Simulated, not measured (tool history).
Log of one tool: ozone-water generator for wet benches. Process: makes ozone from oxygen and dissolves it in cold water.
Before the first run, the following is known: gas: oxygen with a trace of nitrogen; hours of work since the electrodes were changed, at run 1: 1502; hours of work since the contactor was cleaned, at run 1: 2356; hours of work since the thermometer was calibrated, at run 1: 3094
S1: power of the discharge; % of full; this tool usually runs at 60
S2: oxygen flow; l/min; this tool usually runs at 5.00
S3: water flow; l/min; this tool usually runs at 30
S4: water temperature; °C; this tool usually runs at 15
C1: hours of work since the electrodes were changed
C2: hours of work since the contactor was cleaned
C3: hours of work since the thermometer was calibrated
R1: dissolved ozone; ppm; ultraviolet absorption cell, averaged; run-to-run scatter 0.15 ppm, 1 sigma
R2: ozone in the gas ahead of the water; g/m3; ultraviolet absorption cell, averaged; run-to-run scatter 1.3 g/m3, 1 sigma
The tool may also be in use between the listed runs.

run	hour	S1	S2	S3	S4	C1	C2	C3	R1	R2
1	0.0	60	5.00	30	15	1502	2356	3094	17.0	224.3
2	60.4	84	5.00	30	15	1540	2393	3131	20.3	271.8
3	114.2	60	5.00	30	15	1573	2426	3164	16.9	225.8
# hour 135.0: water thermometer calibrated
4	193.4	60	5.00	30	15	1621	2475	36	17.1	225.1
5	277.2	60	7.20	30	15	1672	2526	87	18.3	190.8
6	329.0	60	5.00	31	15	1704	2558	119	16.3	222.8
7	367.7	60	5.00	30	16	1728	2582	143	16.4	221.2
# hour 435.2: water thermometer calibrated, once more
8	444.4	60	5.00	30	16	1775	2629	6	16.5	222.8
9	497.0	60	6.96	30	15	1807	2661	38	18.1	193.7
10	542.5	60	5.00	30	15	1835	2689	66	16.6	224.1
11	601.3	60	5.00	30	15	1871	2725	102	16.7	220.0
12	669.0	60	5.00	30	15	1913	2767	144	16.5	220.1
13	718.7	60	3.15	30	15	1944	2797	174	14.3	269.4
14	789.7	60	3.15	30	15	1987	2841	218	14.5	268.2
15	867.8	60	3.15	30	15	2035	2889	266	14.2	268.9
16	949.6	60	5.00	30	15	2085	2939	316	16.7	221.6
17	1032.9	93	5.00	30	15	2137	2990	367	21.2	281.7
18	1079.1	46	5.00	23	15	2165	3019	396	17.9	189.9
19	1124.4	60	5.00	30	10	2193	3046	424	17.2	220.9
20	1211.0	60	7.52	30	14	2246	3100	477	18.3	186.1
21	1271.5	60	7.52	30	14	2283	3137	514	18.2	186.4
22	1338.8	60	8.98	30	11	2325	3178	555	19.5	172.8
23	1376.1	42	2.95	30	11	2348	3201	578	12.0	222.8
24	1427.5	60	5.00	30	11	2379	3233	610	16.8	217.0
25	1512.0	60	5.00	27	15	2431	3285	662	17.8	218.6
26	1560.3	60	5.00	27	15	2461	3314	691	17.9	216.1
27	1632.4	89	6.70	24	11	2505	3359	736	27.3	238.7
28	1670.1	60	5.00	28	14	2528	3382	759	17.6	216.5
29	1716.4	60	7.20	21	11	2557	3410	787	24.4	185.2
30	1786.0	60	7.20	21	11	2599	3453	830	25.0	184.8
31	1853.3	60	5.00	29	15	2641	3494	872	16.7	214.3
# hour 1865.1: contactor cleaned
32	1911.7	60	8.04	30	12	2674	29	905	19.1	176.6
33	1989.4	60	8.04	30	12	2722	76	953	19.1	177.4

The logged runs with the hidden state left out (each run's random variation unchanged):
Unlogged tool condition in this case: yield of the discharge, % of new electrodes'; contactor's efficiency, % of a clean one's; true water temperature over the reading, C; drift of the gauge itself on ozone_ppm, %; drift of the gauge itself on gas_g_m3, %.
run	R1	R2
1	18.4	235.5
2	22.1	288.7
3	18.3	237.5
4	18.5	237.1
5	19.8	201.3
6	17.8	235.4
7	17.9	233.8
8	18.0	235.8
9	19.7	205.3
10	18.1	237.6
11	18.2	233.6
12	18.1	234.1
13	15.7	286.7
14	15.9	285.7
15	15.6	287.0
16	18.4	236.8
17	23.9	307.4
18	19.5	201.2
19	19.1	236.9
20	20.4	200.0
21	20.2	200.6
22	21.7	186.1
23	13.1	236.2
24	18.8	234.2
25	19.8	236.2
26	20.0	233.8
27	31.2	263.6
28	19.8	234.7
29	27.4	200.9
30	28.0	200.8
31	18.9	233.3
32	21.1	192.4
33	21.1	193.6
